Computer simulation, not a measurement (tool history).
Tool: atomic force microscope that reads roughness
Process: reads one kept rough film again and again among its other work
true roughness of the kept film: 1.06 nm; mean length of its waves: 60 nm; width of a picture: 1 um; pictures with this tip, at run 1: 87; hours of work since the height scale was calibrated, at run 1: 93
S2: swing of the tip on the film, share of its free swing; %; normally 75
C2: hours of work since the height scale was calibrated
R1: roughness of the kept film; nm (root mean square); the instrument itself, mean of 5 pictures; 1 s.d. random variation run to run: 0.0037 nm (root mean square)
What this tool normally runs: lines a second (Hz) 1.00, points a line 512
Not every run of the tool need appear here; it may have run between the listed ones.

run 1 day=0.000 | lines_a_second_(Hz)=1.00 S2=75 points_a_line=512 | pictures_with_this_tip=87 C2=93 | R1=0.970
-- day=0.438 new tip fitted
run 2 day=0.758 | lines_a_second_(Hz)=1.00 S2=75 points_a_line=512 | pictures_with_this_tip=10 C2=105 | R1=0.979
run 3 day=1.338 | lines_a_second_(Hz)=1.00 S2=75 points_a_line=512 | pictures_with_this_tip=29 C2=115 | R1=0.979
run 4 day=1.996 | lines_a_second_(Hz)=1.00 S2=75 points_a_line=512 | pictures_with_this_tip=50 C2=126 | R1=0.979
run 5 day=2.708 | lines_a_second_(Hz)=1.00 S2=75 points_a_line=906 | pictures_with_this_tip=72 C2=138 | R1=0.970
run 6 day=3.529 | lines_a_second_(Hz)=1.00 S2=75 points_a_line=512 | pictures_with_this_tip=99 C2=152 | R1=0.972
-- day=3.617 new tip fitted
run 7 day=3.967 | lines_a_second_(Hz)=1.36 S2=75 points_a_line=512 | pictures_with_this_tip=11 C2=159 | R1=0.959
run 8 day=4.775 | lines_a_second_(Hz)=1.36 S2=75 points_a_line=512 | pictures_with_this_tip=37 C2=173 | R1=0.957
run 9 day=5.367 | lines_a_second_(Hz)=1.00 S2=85 points_a_line=512 | pictures_with_this_tip=56 C2=183 | R1=0.934
run 10 day=5.983 | lines_a_second_(Hz)=1.90 S2=85 points_a_line=429 | pictures_with_this_tip=75 C2=193 | R1=0.854
run 11 day=6.508 | lines_a_second_(Hz)=1.04 S2=62 points_a_line=797 | pictures_with_this_tip=92 C2=202 | R1=1.001
-- day=6.771 new tip fitted
run 12 day=7.250 | lines_a_second_(Hz)=1.04 S2=62 points_a_line=797 | pictures_with_this_tip=15 C2=214 | R1=1.008
run 13 day=7.621 | lines_a_second_(Hz)=1.04 S2=62 points_a_line=797 | pictures_with_this_tip=27 C2=221 | R1=1.016
run 14 day=8.012 | lines_a_second_(Hz)=0.51 S2=67 points_a_line=352 | pictures_with_this_tip=39 C2=227 | R1=1.019
run 15 day=8.767 | lines_a_second_(Hz)=0.51 S2=67 points_a_line=352 | pictures_with_this_tip=63 C2=240 | R1=1.016
run 16 day=9.621 | lines_a_second_(Hz)=0.51 S2=67 points_a_line=352 | pictures_with_this_tip=91 C2=255 | R1=1.010
-- day=9.958 new tip fitted
run 17 day=10.375 | lines_a_second_(Hz)=1.20 S2=67 points_a_line=301 | pictures_with_this_tip=13 C2=267 | R1=0.991

Selected run-to-run steps in R1, each split into two signed amounts: the part the tool would show with no hidden state at all (from settings, incoming material and random variation), and the remainder, which goes to the hidden state together with any gauge scatter not common to the measured and the hidden-state-free results:
What the log doesn't record here: radius of the tip, nm; height scale over the true one, %; drift of the gauge itself on roughness_nm, %.
Run 6 -> 7: lines a second (Hz) 1.00 -> 1.36, new tip fitted. R1 -0.013 nm (root mean square): hidden state +0.012, all else -0.025.
Run 10 -> 11: lines a second (Hz) 1.90 -> 1.04, S2 85 -> 62, points a line 429 -> 797. R1 +0.147 nm (root mean square): hidden state -0.004, all else +0.151.
